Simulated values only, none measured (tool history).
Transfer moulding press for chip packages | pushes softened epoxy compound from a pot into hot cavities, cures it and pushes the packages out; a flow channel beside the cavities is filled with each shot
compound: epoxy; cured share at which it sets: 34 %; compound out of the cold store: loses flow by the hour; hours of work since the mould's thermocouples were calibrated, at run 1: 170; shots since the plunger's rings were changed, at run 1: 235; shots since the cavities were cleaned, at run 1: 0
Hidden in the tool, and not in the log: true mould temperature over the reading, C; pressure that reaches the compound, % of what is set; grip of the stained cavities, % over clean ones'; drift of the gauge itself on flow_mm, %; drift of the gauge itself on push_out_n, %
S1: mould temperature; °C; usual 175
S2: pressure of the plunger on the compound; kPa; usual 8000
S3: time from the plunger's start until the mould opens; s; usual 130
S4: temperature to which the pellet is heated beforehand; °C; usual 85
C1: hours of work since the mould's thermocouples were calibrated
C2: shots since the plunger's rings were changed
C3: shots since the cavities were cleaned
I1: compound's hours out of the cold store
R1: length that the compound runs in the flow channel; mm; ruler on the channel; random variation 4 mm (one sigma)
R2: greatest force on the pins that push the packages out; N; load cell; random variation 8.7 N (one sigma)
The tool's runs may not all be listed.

| run | hour | S1 | S2 | S3 | S4 | C1 | C2 | C3 | I1 | R1 | R2 |
|---|---|---|---|---|---|---|---|---|---|---|---|
| 1 | 0 | 175 | 8000 | 130 | 85 | 170 | 235 | 0 | 21.9 | 1001 | 397 |
| 2 | 13.7 | 175 | 8000 | 130 | 85 | 179 | 359 | 124 | 34.8 | 963 | 435 |
| 3 | 22.7 | 175 | 8000 | 130 | 85 | 185 | 440 | 205 | 27.7 | 974 | 521 |
| 4 | 38.8 | 175 | 8000 | 130 | 85 | 196 | 586 | 351 | 27.5 | 978 | 589 |
| 5 | 55.6 | 175 | 8000 | 130 | 85 | 207 | 737 | 502 | 21.9 | 993 | 655 |
|  | 58.6 | mould's thermocouples calibrated |
| 6 | 65.6 | 174 | 8000 | 130 | 85 | 5 | 810 | 575 | 38.7 | 938 | 665 |
| 7 | 75.3 | 175 | 8000 | 130 | 85 | 11 | 897 | 662 | 45.8 | 923 | 641 |
| 8 | 83.2 | 175 | 8000 | 130 | 85 | 16 | 969 | 734 | 11.3 | 1023 | 674 |
|  | 91.2 | mould's thermocouples calibrated, once more |
| 9 | 93.7 | 175 | 8000 | 130 | 85 | 2 | 1045 | 810 | 21 | 992 | 704 |
| 10 | 104.7 | 175 | 8000 | 130 | 85 | 9 | 1145 | 910 | 36.2 | 958 | 704 |
| 11 | 118.6 | 175 | 8000 | 130 | 92 | 18 | 1270 | 1035 | 36.7 | 947 | 734 |
|  | 132.1 | cavities cleaned with cleaning compound and waxed |
| 12 | 132.1 | 175 | 8000 | 130 | 92 | 26 | 1379 | 0 | 26 | 968 | 394 |
| 13 | 145.5 | 175 | 8000 | 115 | 85 | 35 | 1500 | 121 | 39.3 | 927 | 507 |
| 14 | 161.6 | 168 | 8000 | 122 | 85 | 46 | 1645 | 266 | 24.1 | 999 | 783 |
| 15 | 168.5 | 168 | 8000 | 122 | 85 | 50 | 1708 | 329 | 26.3 | 988 | 862 |

The same runs without the tool's hidden state, with the same run-to-run variation:
| run | R1 | R2 |
|---|---|---|
| 1 | 1006 | 387 |
| 2 | 969 | 356 |
| 3 | 980 | 391 |
| 4 | 985 | 395 |
| 5 | 1002 | 405 |
| 6 | 948 | 399 |
| 7 | 933 | 373 |
| 8 | 1035 | 387 |
| 9 | 1004 | 389 |
| 10 | 970 | 383 |
| 11 | 960 | 389 |
| 12 | 983 | 392 |
| 13 | 942 | 425 |
| 14 | 1016 | 566 |
| 15 | 1006 | 596 |
